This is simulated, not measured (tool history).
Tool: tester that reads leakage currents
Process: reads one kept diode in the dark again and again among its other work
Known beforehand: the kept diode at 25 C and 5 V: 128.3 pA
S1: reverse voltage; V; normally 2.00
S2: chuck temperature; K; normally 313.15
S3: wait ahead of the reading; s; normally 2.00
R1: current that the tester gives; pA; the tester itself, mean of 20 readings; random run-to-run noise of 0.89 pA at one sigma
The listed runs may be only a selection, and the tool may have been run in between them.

run 1 hour=0.0 | S1=2.00 S2=313.15 S3=2.00 | R1=289.98
run 2 hour=62.6 | S1=2.00 S2=313.15 S3=2.00 | R1=289.12
run 3 hour=149.6 | S1=2.00 S2=313.15 S3=2.00 | R1=287.46
run 4 hour=192.4 | S1=2.00 S2=313.15 S3=2.00 | R1=288.43
run 5 hour=235.0 | S1=2.00 S2=312.15 S3=2.00 | R1=266.65
run 6 hour=308.4 | S1=2.00 S2=312.15 S3=2.00 | R1=265.39
run 7 hour=389.8 | S1=2.00 S2=312.15 S3=2.00 | R1=265.69
-- hour=416.5 tester calibrated
run 8 hour=463.1 | S1=2.00 S2=312.15 S3=2.00 | R1=258.71
-- hour=478.5 chuck's temperature calibrated
run 9 hour=508.1 | S1=2.00 S2=318.15 S3=2.00 | R1=425.20
run 10 hour=575.7 | S1=2.00 S2=318.15 S3=2.00 | R1=426.65
run 11 hour=642.0 | S1=2.00 S2=318.15 S3=2.00 | R1=424.36
run 12 hour=723.8 | S1=5.04 S2=313.15 S3=2.00 | R1=419.11
run 13 hour=783.1 | S1=5.04 S2=313.15 S3=0.65 | R1=417.49
run 14 hour=845.4 | S1=2.00 S2=304.15 S3=2.00 | R1=149.74
run 15 hour=890.2 | S1=2.00 S2=304.15 S3=2.00 | R1=148.61

Run 16 has not been measured yet. What should we expect?
run 16 hour=963.4 | S1=3.74 S2=324.15 S3=3.50 | R1=?

R1: 816.43 pA
With no hidden state in the tool, this same run would have given R1 823.31 pA.

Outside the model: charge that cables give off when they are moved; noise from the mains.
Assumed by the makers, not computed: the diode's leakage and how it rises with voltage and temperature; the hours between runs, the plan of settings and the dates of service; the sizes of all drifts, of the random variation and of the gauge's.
